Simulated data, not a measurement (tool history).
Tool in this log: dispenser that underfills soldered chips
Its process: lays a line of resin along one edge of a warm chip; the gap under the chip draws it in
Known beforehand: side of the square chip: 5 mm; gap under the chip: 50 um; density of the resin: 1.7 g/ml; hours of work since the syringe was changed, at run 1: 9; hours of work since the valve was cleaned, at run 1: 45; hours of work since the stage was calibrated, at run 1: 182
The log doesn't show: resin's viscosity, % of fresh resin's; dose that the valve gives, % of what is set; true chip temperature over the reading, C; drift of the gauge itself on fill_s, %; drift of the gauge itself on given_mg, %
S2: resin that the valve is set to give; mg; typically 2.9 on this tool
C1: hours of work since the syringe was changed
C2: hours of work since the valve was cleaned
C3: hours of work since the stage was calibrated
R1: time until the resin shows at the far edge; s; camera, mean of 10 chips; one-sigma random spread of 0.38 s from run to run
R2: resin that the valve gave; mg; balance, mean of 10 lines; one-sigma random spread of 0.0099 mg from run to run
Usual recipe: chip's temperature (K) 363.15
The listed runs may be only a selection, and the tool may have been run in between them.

{"run": 1, "hour": 0.0, "chip's temperature (K)": 363.15, "S2": 2.9, "C1": 9, "C2": 45, "C3": 182, "R1": 32.2, "R2": 2.836}
{"hour": 5.8, "done": "new syringe of resin"}
{"run": 2, "hour": 11.0, "chip's temperature (K)": 367.15, "S2": 2.9, "C1": 3, "C2": 51, "C3": 189, "R1": 21.9, "R2": 2.84}
{"run": 3, "hour": 20.0, "chip's temperature (K)": 367.15, "S2": 2.9, "C1": 9, "C2": 57, "C3": 194, "R1": 27.4, "R2": 2.835}
{"hour": 26.2, "done": "new syringe of resin"}
{"run": 4, "hour": 26.2, "chip's temperature (K)": 367.15, "S2": 2.9, "C1": 0, "C2": 60, "C3": 198, "R1": 20, "R2": 2.825}
{"run": 5, "hour": 32.3, "chip's temperature (K)": 367.15, "S2": 2.9, "C1": 4, "C2": 64, "C3": 202, "R1": 23.6, "R2": 2.804}
{"hour": 38.2, "done": "dispensing valve cleaned and set on the balance"}
{"run": 6, "hour": 44.0, "chip's temperature (K)": 350.15, "S2": 2.9, "C1": 10, "C2": 4, "C3": 208, "R1": 55.5, "R2": 2.897}
{"hour": 47.2, "done": "new syringe of resin"}
{"run": 7, "hour": 50.6, "chip's temperature (K)": 352.15, "S2": 2.9, "C1": 2, "C2": 7, "C3": 212, "R1": 37.2, "R2": 2.877}
{"run": 8, "hour": 59.8, "chip's temperature (K)": 363.15, "S2": 2.9, "C1": 8, "C2": 13, "C3": 218, "R1": 30.7, "R2": 2.887}
{"hour": 67.3, "done": "new syringe of resin"}
{"run": 9, "hour": 68.7, "chip's temperature (K)": 363.15, "S2": 3.24, "C1": 1, "C2": 18, "C3": 223, "R1": 24.1, "R2": 3.212}
{"run": 10, "hour": 76.3, "chip's temperature (K)": 363.15, "S2": 2.9, "C1": 6, "C2": 23, "C3": 228, "R1": 28.5, "R2": 2.879}
{"run": 11, "hour": 81.6, "chip's temperature (K)": 363.15, "S2": 2.85, "C1": 9, "C2": 26, "C3": 231, "R1": 32.1, "R2": 2.844}
{"hour": 87.2, "done": "new syringe of resin"}
{"run": 12, "hour": 87.9, "chip's temperature (K)": 363.15, "S2": 2.85, "C1": 0, "C2": 30, "C3": 235, "R1": 22.4, "R2": 2.813}
{"run": 13, "hour": 94.9, "chip's temperature (K)": 363.15, "S2": 2.85, "C1": 5, "C2": 34, "C3": 239, "R1": 27.9, "R2": 2.814}
{"run": 14, "hour": 100.7, "chip's temperature (K)": 363.15, "S2": 2.9, "C1": 8, "C2": 38, "C3": 243, "R1": 32.1, "R2": 2.849}
{"hour": 107.0, "done": "new syringe of resin"}
{"run": 15, "hour": 107.6, "chip's temperature (K)": 363.15, "S2": 2.9, "C1": 0, "C2": 42, "C3": 247, "R1": 22.7, "R2": 2.859}
{"run": 16, "hour": 116.3, "chip's temperature (K)": 362.15, "S2": 2.73, "C1": 6, "C2": 47, "C3": 252, "R1": 29.9, "R2": 2.682}
{"hour": 127.1, "done": "new syringe of resin"}
{"run": 17, "hour": 127.1, "chip's temperature (K)": 361.15, "S2": 3.12, "C1": 0, "C2": 54, "C3": 259, "R1": 23.2, "R2": 3.052}
{"run": 18, "hour": 134.1, "chip's temperature (K)": 349.15, "S2": 2.9, "C1": 4, "C2": 58, "C3": 263, "R1": 45.3, "R2": 2.816}
{"run": 19, "hour": 140.4, "chip's temperature (K)": 364.15, "S2": 3.5, "C1": 8, "C2": 62, "C3": 267, "R1": 29.1, "R2": 3.415}
{"hour": 147.0, "done": "new syringe of resin"}
{"hour": 149.3, "done": "dispensing valve cleaned and set on the balance"}
{"run": 20, "hour": 149.3, "chip's temperature (K)": 364.15, "S2": 3.5, "C1": 1, "C2": 0, "C3": 271, "R1": 21.5, "R2": 3.481}
{"run": 21, "hour": 156.0, "chip's temperature (K)": 352.15, "S2": 3.44, "C1": 5, "C2": 4, "C3": 276, "R1": 40.2, "R2": 3.431}
{"run": 22, "hour": 162.7, "chip's temperature (K)": 352.15, "S2": 3.44, "C1": 9, "C2": 8, "C3": 280, "R1": 46.8, "R2": 3.433}
{"hour": 168.2, "done": "new syringe of resin"}
{"run": 23, "hour": 173.6, "chip's temperature (K)": 377.15, "S2": 3.48, "C1": 3, "C2": 15, "C3": 286, "R1": 15.4, "R2": 3.464}
{"run": 24, "hour": 183.3, "chip's temperature (K)": 363.15, "S2": 2.57, "C1": 9, "C2": 21, "C3": 292, "R1": 33.1, "R2": 2.529}
{"hour": 188.2, "done": "new syringe of resin"}
{"run": 25, "hour": 188.7, "chip's temperature (K)": 354.15, "S2": 2.57, "C1": 0, "C2": 24, "C3": 295, "R1": 32.1, "R2": 2.543}
{"run": 26, "hour": 196.1, "chip's temperature (K)": 354.15, "S2": 2.57, "C1": 5, "C2": 29, "C3": 300, "R1": 39.3, "R2": 2.544}
{"run": 27, "hour": 206.4, "chip's temperature (K)": 370.15, "S2": 2.97, "C1": 11, "C2": 35, "C3": 306, "R1": 27.2, "R2": 2.926}

Branching from run 27: 5 alternative next runs. What would each branch give?
{"hour": 208.0, "done": "new syringe of resin"}
{"run": "A", "hour": 217.5, "chip's temperature (K)": 363.15, "S2": 2.74, "C1": 6, "C2": 42, "C3": 313, "R1": "?", "R2": "?"}
{"hour": 208.0, "done": "new syringe of resin"}
{"run": "B", "hour": 217.5, "chip's temperature (K)": 353.15, "S2": 3.18, "C1": 6, "C2": 42, "C3": 313, "R1": "?", "R2": "?"}
{"hour": 208.0, "done": "new syringe of resin"}
{"run": "C", "hour": 217.5, "chip's temperature (K)": 370.15, "S2": 3.56, "C1": 6, "C2": 42, "C3": 313, "R1": "?", "R2": "?"}
{"hour": 208.0, "done": "new syringe of resin"}
{"run": "D", "hour": 217.5, "chip's temperature (K)": 370.15, "S2": 3.41, "C1": 6, "C2": 42, "C3": 313, "R1": "?", "R2": "?"}
{"hour": 208.0, "done": "new syringe of resin"}
{"run": "E", "hour": 217.5, "chip's temperature (K)": 349.15, "S2": 2.9, "C1": 6, "C2": 42, "C3": 313, "R1": "?", "R2": "?"}

run=A R1=29.1 R2=2.684
run=B R1=40.8 R2=3.127
run=C R1=22.2 R2=3.482
run=D R1=22.3 R2=3.352
run=E R1=49.5 R2=2.864
The same runs, with their run-to-run variation unchanged, on a tool lacking any hidden condition would have given:
run=A R1=23.5 R2=2.729
run=B R1=33.2 R2=3.18
run=C R1=18 R2=3.541
run=D R1=18.1 R2=3.409
run=E R1=40.3 R2=2.912

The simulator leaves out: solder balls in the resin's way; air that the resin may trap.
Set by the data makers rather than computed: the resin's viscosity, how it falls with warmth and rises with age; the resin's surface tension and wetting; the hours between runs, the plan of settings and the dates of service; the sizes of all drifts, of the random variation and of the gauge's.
